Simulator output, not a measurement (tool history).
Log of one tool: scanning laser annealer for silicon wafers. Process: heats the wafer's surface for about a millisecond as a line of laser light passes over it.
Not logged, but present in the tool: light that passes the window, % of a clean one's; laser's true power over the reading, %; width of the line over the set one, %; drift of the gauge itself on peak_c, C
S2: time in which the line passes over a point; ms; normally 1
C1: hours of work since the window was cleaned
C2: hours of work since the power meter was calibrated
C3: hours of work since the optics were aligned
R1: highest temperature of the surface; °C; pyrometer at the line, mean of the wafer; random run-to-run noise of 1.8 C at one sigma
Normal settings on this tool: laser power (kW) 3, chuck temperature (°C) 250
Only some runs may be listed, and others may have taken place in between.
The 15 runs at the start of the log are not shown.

run 16 hour=875.3 | laser_power_(kW)=3 S2=0.93 chuck_temperature_(°C)=250 | C1=420 C2=2249 C3=471 | R1=1001
run 17 hour=920.4 | laser_power_(kW)=3 S2=1 chuck_temperature_(°C)=250 | C1=456 C2=2285 C3=507 | R1=1031
-- hour=927.2 laser's power meter calibrated
run 18 hour=998.1 | laser_power_(kW)=2.862 S2=0.82 chuck_temperature_(°C)=242 | C1=516 C2=57 C3=567 | R1=902
run 19 hour=1054.3 | laser_power_(kW)=3.229 S2=0.75 chuck_temperature_(°C)=250 | C1=560 C2=101 C3=612 | R1=979
run 20 hour=1122.7 | laser_power_(kW)=2.625 S2=0.98 chuck_temperature_(°C)=271 | C1=615 C2=156 C3=666 | R1=922
run 21 hour=1181.5 | laser_power_(kW)=3.053 S2=0.84 chuck_temperature_(°C)=238 | C1=662 C2=203 C3=713 | R1=955
run 22 hour=1235.3 | laser_power_(kW)=2.584 S2=0.95 chuck_temperature_(°C)=229 | C1=705 C2=246 C3=756 | R1=854
-- hour=1255.7 window over the wafer cleaned
run 23 hour=1270.9 | laser_power_(kW)=3.095 S2=1 chuck_temperature_(°C)=243 | C1=12 C2=273 C3=783 | R1=1090
-- hour=1346.8 laser's power meter calibrated, once more
run 24 hour=1346.8 | laser_power_(kW)=3.095 S2=1 chuck_temperature_(°C)=243 | C1=70 C2=0 C3=841 | R1=1065
run 25 hour=1391.1 | laser_power_(kW)=2.761 S2=0.73 chuck_temperature_(°C)=244 | C1=106 C2=35 C3=877 | R1=843
run 26 hour=1434.6 | laser_power_(kW)=3.212 S2=0.74 chuck_temperature_(°C)=210 | C1=140 C2=70 C3=911 | R1=924
run 27 hour=1494.1 | laser_power_(kW)=3.212 S2=0.74 chuck_temperature_(°C)=210 | C1=188 C2=118 C3=959 | R1=929
run 28 hour=1546.9 | laser_power_(kW)=3.212 S2=0.74 chuck_temperature_(°C)=210 | C1=230 C2=160 C3=1001 | R1=928
run 29 hour=1604.6 | laser_power_(kW)=3.212 S2=0.74 chuck_temperature_(°C)=210 | C1=276 C2=206 C3=1047 | R1=923
run 30 hour=1645.2 | laser_power_(kW)=2.856 S2=1.06 chuck_temperature_(°C)=250 | C1=308 C2=238 C3=1079 | R1=1009
run 31 hour=1689.4 | laser_power_(kW)=2.553 S2=1.06 chuck_temperature_(°C)=259 | C1=344 C2=273 C3=1115 | R1=919
run 32 hour=1729.6 | laser_power_(kW)=3.268 S2=1.06 chuck_temperature_(°C)=250 | C1=376 C2=305 C3=1147 | R1=1141
run 33 hour=1802.3 | laser_power_(kW)=2.687 S2=0.84 chuck_temperature_(°C)=261 | C1=434 C2=363 C3=1205 | R1=872
run 34 hour=1868.2 | laser_power_(kW)=2.587 S2=0.74 chuck_temperature_(°C)=224 | C1=486 C2=416 C3=1257 | R1=765

What if the next run were any one of these 3? Each begins from the tool's condition after run 34:
run A hour=1915.6 | laser_power_(kW)=2.587 S2=0.74 chuck_temperature_(°C)=255 | C1=524 C2=454 C3=1295 | R1=?
run B hour=1915.6 | laser_power_(kW)=3.076 S2=0.89 chuck_temperature_(°C)=286 | C1=524 C2=454 C3=1295 | R1=?
run C hour=1915.6 | laser_power_(kW)=2.894 S2=0.89 chuck_temperature_(°C)=277 | C1=524 C2=454 C3=1295 | R1=?

run=A R1=792
run=B R1=1027
run=C R1=963
Had the tool no hidden state, the same runs would have come out as:
run=A R1=815
run=B R1=1058
run=C R1=992

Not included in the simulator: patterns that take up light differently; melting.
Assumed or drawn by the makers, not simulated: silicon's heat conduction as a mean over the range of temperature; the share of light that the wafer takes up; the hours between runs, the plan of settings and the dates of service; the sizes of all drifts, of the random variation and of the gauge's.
